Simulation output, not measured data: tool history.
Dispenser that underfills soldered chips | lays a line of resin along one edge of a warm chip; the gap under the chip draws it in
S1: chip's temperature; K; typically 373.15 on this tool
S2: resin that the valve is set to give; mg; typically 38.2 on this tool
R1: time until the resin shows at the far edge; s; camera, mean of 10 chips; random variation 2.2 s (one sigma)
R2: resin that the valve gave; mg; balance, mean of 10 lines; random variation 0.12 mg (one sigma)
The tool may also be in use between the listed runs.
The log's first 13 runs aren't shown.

run 14 hour=57.1 | S1=361.15 S2=38.2 | R1=446.6 R2=36.87
-- hour=58.5 new syringe of resin
run 15 hour=61.7 | S1=361.15 S2=38.2 | R1=372.2 R2=36.68
run 16 hour=66.1 | S1=361.15 S2=38.2 | R1=411.1 R2=36.44
run 17 hour=70.1 | S1=361.15 S2=38.2 | R1=447.4 R2=36.47
-- hour=70.9 new syringe of resin
-- hour=73.5 dispensing valve cleaned and set on the balance
run 18 hour=74.1 | S1=365.15 S2=38.2 | R1=306.8 R2=38.26
run 19 hour=80.1 | S1=360.15 S2=38.2 | R1=429.9 R2=37.82
-- hour=84.5 new syringe of resin
run 20 hour=84.5 | S1=359.15 S2=32.5 | R1=391.6 R2=32.31
run 21 hour=89.7 | S1=386.15 S2=48.3 | R1=144.7 R2=47.56
run 22 hour=93.2 | S1=386.15 S2=48.3 | R1=157.0 R2=47.71
-- hour=97.1 new syringe of resin
run 23 hour=97.7 | S1=375.15 S2=49.2 | R1=189.5 R2=48.26
run 24 hour=103.7 | S1=375.15 S2=49.2 | R1=218.7 R2=47.95
run 25 hour=108.0 | S1=381.15 S2=48.7 | R1=194.5 R2=47.66
-- hour=109.6 new syringe of resin
run 26 hour=112.3 | S1=373.15 S2=42.1 | R1=226.1 R2=40.98
run 27 hour=118.2 | S1=373.15 S2=42.1 | R1=256.8 R2=40.83
-- hour=122.0 new syringe of resin
run 28 hour=122.7 | S1=385.15 S2=45.6 | R1=136.1 R2=43.94
run 29 hour=127.9 | S1=358.15 S2=42.7 | R1=438.3 R2=40.96
run 30 hour=132.8 | S1=362.15 S2=40.5 | R1=421.8 R2=38.87
-- hour=134.5 new syringe of resin
run 31 hour=135.9 | S1=362.15 S2=40.5 | R1=330.1 R2=38.51
-- hour=142.2 dispensing valve cleaned and set on the balance
run 32 hour=143.1 | S1=360.15 S2=48.1 | R1=411.6 R2=48.10
-- hour=147.9 new syringe of resin
run 33 hour=148.5 | S1=360.15 S2=48.1 | R1=345.6 R2=47.92
run 34 hour=154.4 | S1=370.15 S2=38.3 | R1=272.7 R2=38.18
-- hour=160.2 new syringe of resin
run 35 hour=160.9 | S1=387.15 S2=43.8 | R1=123.1 R2=43.57
run 36 hour=166.4 | S1=387.15 S2=43.8 | R1=139.2 R2=43.01
run 37 hour=171.0 | S1=388.15 S2=36.5 | R1=155.8 R2=35.69

3 ways to go on from here, each from the tool as it stands after run 37. What would each give?
-- hour=172.6 new syringe of resin
run A hour=175.7 | S1=382.15 S2=48.2 | R1=? R2=?
-- hour=172.6 new syringe of resin
run B hour=175.7 | S1=382.15 S2=40.3 | R1=? R2=?
-- hour=172.6 new syringe of resin
run C hour=175.7 | S1=377.15 S2=38.3 | R1=? R2=?

run=A R1=154.1 R2=47.28
run=B R1=158.9 R2=39.53
run=C R1=192.1 R2=37.48
Had the tool no hidden state, the same runs would have come out as:
run=A R1=147.7 R2=48.32
run=B R1=151.9 R2=40.40
run=C R1=183.6 R2=38.31
